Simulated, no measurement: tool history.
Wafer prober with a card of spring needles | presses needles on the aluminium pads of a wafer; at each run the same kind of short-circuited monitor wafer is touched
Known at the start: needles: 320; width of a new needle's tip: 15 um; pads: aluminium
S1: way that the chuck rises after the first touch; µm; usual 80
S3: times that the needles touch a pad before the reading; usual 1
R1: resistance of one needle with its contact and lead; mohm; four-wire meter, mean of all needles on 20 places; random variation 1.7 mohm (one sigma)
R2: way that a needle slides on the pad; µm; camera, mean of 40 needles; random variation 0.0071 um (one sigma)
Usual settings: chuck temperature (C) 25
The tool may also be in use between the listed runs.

Run 1, hour 0.0: usual settings. Result: R1 193 mohm, R2 18.689 µm.
Run 2, hour 5.2: usual settings. Result: R1 193 mohm, R2 18.689 µm.
Run 3, hour 12.8: usual settings. Result: R1 191 mohm, R2 18.687 µm.
Run 4, hour 18.6: usual settings. Result: R1 196 mohm, R2 18.701 µm.
At hour 21.2: tips cleaned on abrasive film.
Run 5, hour 25.9: usual settings. Result: R1 191 mohm, R2 18.690 µm.
Run 6, hour 30.9: usual settings but S3 3. Result: R1 188 mohm, R2 18.706 µm.
Run 7, hour 35.3: usual settings but S3 3. Result: R1 189 mohm, R2 18.680 µm.
Run 8, hour 40.1: usual settings. Result: R1 187 mohm, R2 18.679 µm.
At hour 43.3: tips cleaned on abrasive film.
Run 9, hour 47.5: usual settings. Result: R1 193 mohm, R2 18.688 µm.
Run 10, hour 53.2: usual settings. Result: R1 188 mohm, R2 18.700 µm.
Run 11, hour 62.1: usual settings. Result: R1 193 mohm, R2 18.694 µm.
At hour 65.6: tips cleaned on abrasive film.
Run 12, hour 71.5: usual settings but S3 3. Result: R1 192 mohm, R2 18.710 µm.
Run 13, hour 80.2: usual settings but S3 3. Result: R1 192 mohm, R2 18.696 µm.
Run 14, hour 85.7: usual settings but S3 3. Result: R1 194 mohm, R2 18.691 µm.
At hour 88.0: tips cleaned on abrasive film.
Run 15, hour 94.5: usual settings. Result: R1 189 mohm, R2 18.703 µm.
Run 16, hour 102.2: usual settings but chuck temperature (C) 97. Result: R1 205 mohm, R2 18.695 µm.
Run 17, hour 107.6: usual settings but chuck temperature (C) 71, S3 2. Result: R1 203 mohm, R2 18.692 µm.
At hour 110.0: tips cleaned on abrasive film.
Run 18, hour 116.8: usual settings but chuck temperature (C) 71, S3 3. Result: R1 197 mohm, R2 18.687 µm.
Run 19, hour 121.8: usual settings but chuck temperature (C) 71, S3 3. Result: R1 200 mohm, R2 18.683 µm.

Run 20 comes next. What will it give?
Run 20, hour 126.4: usual settings but chuck temperature (C) 71, S3 3. Result: R1 ?, R2 ?.

R1: 204 mohm
R2: 18.677 µm
Without the tool's hidden state the same run would have given R1 203 mohm, R2 18.679 µm.
